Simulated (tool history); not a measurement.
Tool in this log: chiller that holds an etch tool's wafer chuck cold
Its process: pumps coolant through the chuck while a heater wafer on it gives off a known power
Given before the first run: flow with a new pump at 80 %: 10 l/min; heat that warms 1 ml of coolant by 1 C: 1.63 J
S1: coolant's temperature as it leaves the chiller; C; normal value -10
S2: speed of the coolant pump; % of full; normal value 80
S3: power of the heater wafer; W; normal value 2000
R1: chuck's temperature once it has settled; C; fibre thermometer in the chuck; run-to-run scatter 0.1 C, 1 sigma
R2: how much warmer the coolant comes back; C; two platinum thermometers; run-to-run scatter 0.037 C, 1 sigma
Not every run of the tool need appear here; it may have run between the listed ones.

Run 1, day 0: usual settings. Result: R1 6.7 C, R2 7.7 C.
Run 2, day 1.25: usual settings. Result: R1 7.1 C, R2 7.67 C.
Run 3, day 3.308: usual settings. Result: R1 6.9 C, R2 7.73 C.
Run 4, day 5.062: usual settings. Result: R1 7.1 C, R2 7.69 C.
Run 5, day 7.662: usual settings. Result: R1 7.3 C, R2 7.7 C.
Run 6, day 9.675: usual settings but S1 -7 C. Result: R1 10.1 C, R2 7.71 C.
Run 7, day 12.083: usual settings but S1 -7 C. Result: R1 10.2 C, R2 7.76 C.
Run 8, day 14.779: usual settings but S1 -7 C, S2 82 % of full, S3 2482 W. Result: R1 14 C, R2 9.4 C.
At day 15.004: chiller's thermometer calibrated.
Run 9, day 16.183: usual settings but S1 -7 C, S2 82 % of full, S3 2482 W. Result: R1 14 C, R2 9.35 C.
Run 10, day 17.742: usual settings but S1 -16 C, S2 93 % of full, S3 1466 W. Result: R1 -4.6 C, R2 4.89 C.
Run 11, day 20.308: usual settings but S1 -16 C, S2 72 % of full, S3 2600 W. Result: R1 8.8 C, R2 11.18 C.
Run 12, day 21.804: usual settings but S1 -17 C, S3 1932 W. Result: R1 0.2 C, R2 7.51 C.
Run 13, day 23.529: usual settings but S1 -19 C, S2 89 % of full, S3 1343 W. Result: R1 -7.9 C, R2 4.64 C.
At day 25.588: chiller's thermometer calibrated, once more.
Run 14, day 25.921: usual settings but S1 -19 C, S2 89 % of full, S3 1343 W. Result: R1 -8.6 C, R2 4.66 C.

Here are 4 independent what-if runs from the current tool condition. What would each one return?
Run A, day 27.512: usual settings but S1 -2 C, S2 99 % of full, S3 1297 W. Result: R1 ?, R2 ?.
Run B, day 27.512: usual settings but S1 -3 C, S2 89 % of full, S3 1343 W. Result: R1 ?, R2 ?.
Run C, day 27.512: usual settings but S3 2571 W. Result: R1 ?, R2 ?.
Run D, day 27.512: usual settings but S1 -19 C. Result: R1 ?, R2 ?.

run    R1     R2
  A   7.3   4.03
  B   7.4   4.71
  C    12  10.08
  D  -2.2   7.81
Without the tool's unlogged condition, the same runs would have read:
run    R1    R2
  A   6.7  3.81
  B   6.8  4.46
  C  10.7  9.54
  D  -3.2  7.39
